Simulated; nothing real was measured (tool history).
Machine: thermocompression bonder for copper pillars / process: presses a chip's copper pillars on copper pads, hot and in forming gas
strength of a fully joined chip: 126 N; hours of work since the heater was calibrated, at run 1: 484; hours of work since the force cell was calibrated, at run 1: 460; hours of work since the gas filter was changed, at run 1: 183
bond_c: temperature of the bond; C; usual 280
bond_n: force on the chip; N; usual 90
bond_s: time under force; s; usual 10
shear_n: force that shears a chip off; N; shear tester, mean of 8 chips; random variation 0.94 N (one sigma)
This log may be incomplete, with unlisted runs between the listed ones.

run	hour	bond_c	bond_n	bond_s	hours of work since the heater was calibrated	hours of work since the force cell was calibrated	hours of work since the gas filter was changed	shear_n
1	0.0	280	90	10	484	460	183	81.9
2	24.0	275	90	10	497	473	196	78.0
3	53.4	302	90	10	513	489	212	94.9
4	80.0	302	90	10	527	503	226	95.6
5	103.8	302	90	10	540	516	238	94.4
6	127.7	280	79	10	552	528	251	72.6
7	158.6	280	90	10	569	545	268	80.6
8	182.6	280	90	10	582	558	280	80.3
9	209.7	280	89	10	596	572	295	80.4
10	239.8	290	90	10	612	588	311	86.7
11	272.7	290	90	10	630	606	328	86.7
12	286.4	290	90	10	637	613	336	86.9
13	317.1	290	90	10	653	629	352	87.0
14	349.2	290	90	10	670	646	369	86.3
# hour 364.7: forming gas filter changed
15	367.9	290	90	10	680	656	2	92.0
16	392.8	280	68	10	693	669	15	69.0
17	410.4	291	90	10	703	679	24	94.0
18	438.6	291	90	10	718	694	39	92.2
19	454.4	291	90	10	726	702	48	92.6
20	475.4	291	83	10	737	713	59	88.5
21	498.2	280	90	10	749	725	71	85.0
22	531.0	280	90	10	767	743	89	84.8
23	544.8	290	77	23	774	750	96	100.3
24	563.2	298	64	12	784	760	106	81.2
25	582.9	295	90	10	794	770	116	92.3
26	603.4	297	93	15	805	781	127	106.2
27	623.4	297	93	12	816	792	138	100.4
28	647.1	297	93	12	829	805	150	101.2
29	667.0	253	74	9	839	815	161	52.4
30	696.2	285	124	10	855	831	176	103.5
31	727.1	303	67	10	871	847	193	83.4
32	755.6	280	74	12	886	862	208	75.8
33	784.4	271	133	27	902	878	223	110.9
34	802.2	280	107	16	911	887	233	101.2
35	821.3	293	90	10	921	897	243	91.5
36	845.8	280	102	10	934	910	256	91.9
37	867.1	277	90	7	946	922	268	73.6
38	885.4	280	111	5	956	932	277	80.7
39	906.5	280	111	5	967	943	288	79.3
40	934.0	250	70	18	981	957	303	58.7
41	949.8	305	84	27	990	966	312	108.4

Consider 3 possible next runs. They are alternatives, not a sequence: every one starts from the tool as it was left by run 41. What does each give?
A	966.6	290	73	7	999	975	320	?
B	966.6	283	84	25	999	975	320	?
C	966.6	293	84	17	999	975	320	?

run	shear_n
A	69.3
B	96.9
C	96.3
Without the tool's unlogged condition, the same runs would have read:
run	shear_n
A	65.3
B	96.1
C	95.4
